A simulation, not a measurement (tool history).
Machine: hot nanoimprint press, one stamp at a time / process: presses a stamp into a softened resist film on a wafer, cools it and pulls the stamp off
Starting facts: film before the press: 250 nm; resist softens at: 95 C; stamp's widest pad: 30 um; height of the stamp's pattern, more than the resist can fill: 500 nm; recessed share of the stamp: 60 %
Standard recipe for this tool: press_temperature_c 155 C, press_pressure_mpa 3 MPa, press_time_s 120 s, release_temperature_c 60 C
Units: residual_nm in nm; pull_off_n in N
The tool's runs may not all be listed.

run   hour  press_temperature_c  press_pressure_mpa  press_time_s  release_temperature_c  residual_nm  pull_off_n
  1      0                  155                   3           120                     60        110.7         149
  2   13.8                  155                   3           120                     60        111.7         142
  3   30.3                  155                   3           120                     60          112         145
  4   51.1                  155                   3           120                     60          111         144
  5   74.3                  155                   3           120                     60        111.4         147
  6   90.7                  155                   3           120                     60        110.4         148
  7  114.9                  155                   3           120                     60        109.8         145
  8  135.9                  155                   3           120                     60          112         148
  9  149.8                  155                   3           120                     60        111.2         147
 10  160.4                  155                   3           120                     60        110.5         148
 11  183.9                  155                   3           120                     67          111         143
 12  211.4                  155                3.83           120                     60         98.2         141
 13  234.6                  155                3.83           120                     60           98         154
 14  256.3                  155                   3           114                     60        111.3         146
 15  282.1                  155                   3           228                     60         88.1         143
 16  298.9                  155                   3           228                     60           88         146
 17  312.1                  148                   3           228                     62        118.4         150
 18  333.1                  156                   3           228                     55         83.9         160
 19  354.1                  156                   3           228                     55         84.3         155
 20  372.6                  153                 2.9           100                     63          130         145
 21  386.3                  153                 2.9           100                     63        128.7         146
 22  401.5                  153                 2.9           100                     63        130.7         148
 23  416.4                  147                   3            98                     60        161.4         148
 24  439.2                  159                3.25            68                     65        110.2         144
 25  451.7                  159                3.78            68                     61        101.1         144
 26  476.4                  155                4.28            61                     58        116.1         149
 27  498.6                  155                4.28            61                     58        117.8         149
 28    517                  160                3.53           120                     60         82.3         154
 29  548.9                  160                3.53           120                     60         83.6         142
 30  572.1                  160                3.53           177                     48         71.5         160

Between the runs listed above, the log contained 2 entries, not reproduced here. Where in the sequence does each belong, and how does what the log doesn't record of the tool's condition differ from the listed run before to the listed run after?
From run 11 to run 12: plate thermocouple calibrated (hour 199)
  true temperature over the reading, C: -0.04 -> 0; grip of the stamp's worn release coat, % over a new coat's: 0.5 -> 0.6
From run 28 to run 29: stamp cleaned and given a new release coat (hour 547.7)
  grip of the stamp's worn release coat, % over a new coat's: 1.3 -> 0
